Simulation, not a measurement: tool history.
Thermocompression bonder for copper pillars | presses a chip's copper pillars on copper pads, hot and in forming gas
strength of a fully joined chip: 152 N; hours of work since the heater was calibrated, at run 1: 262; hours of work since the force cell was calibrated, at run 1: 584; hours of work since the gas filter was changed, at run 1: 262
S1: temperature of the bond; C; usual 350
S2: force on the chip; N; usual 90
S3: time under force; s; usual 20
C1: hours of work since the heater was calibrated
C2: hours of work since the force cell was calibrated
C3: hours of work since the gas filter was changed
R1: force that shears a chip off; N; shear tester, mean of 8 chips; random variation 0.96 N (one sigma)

run   hour   S1  S2  S3   C1   C2   C3     R1
  1      0  350  90  20  262  584  262   95.4
  2   31.6  350  90  20  282  603  282   94.5
  3   54.8  350  90  20  296  617  296     95
  4   98.9  350  90  20  322  644  322   94.8
  5  147.3  350  90  20  352  674  352   93.6
  6  181.3  350  90  20  372  694  372   93.8
  7  210.8  350  90  20  390  712  390   92.9
  8  253.8  350  90  20  416  738  416   94.8
  9  285.7  375  62  10  436  758  436   77.2
     295.7  -- forming gas filter changed
 10  334.2  376  57  25  465  787   23  100.8
 11  374.1  360  99  25  489  811   48  111.7
 12  427.1  370  57  41  521  843   80  111.3
 13  458.3  361  99  20  540  862   99  104.4
 14  494.9  361  99  20  562  884  121  104.5

Hidden state at the last listed run before each entry between runs and at the first one after, where it differs:
Between runs 9 and 10: forming gas filter changed (hour 295.7)
  oxide that the forming gas leaves, % of the face: 0.63 -> 0.51
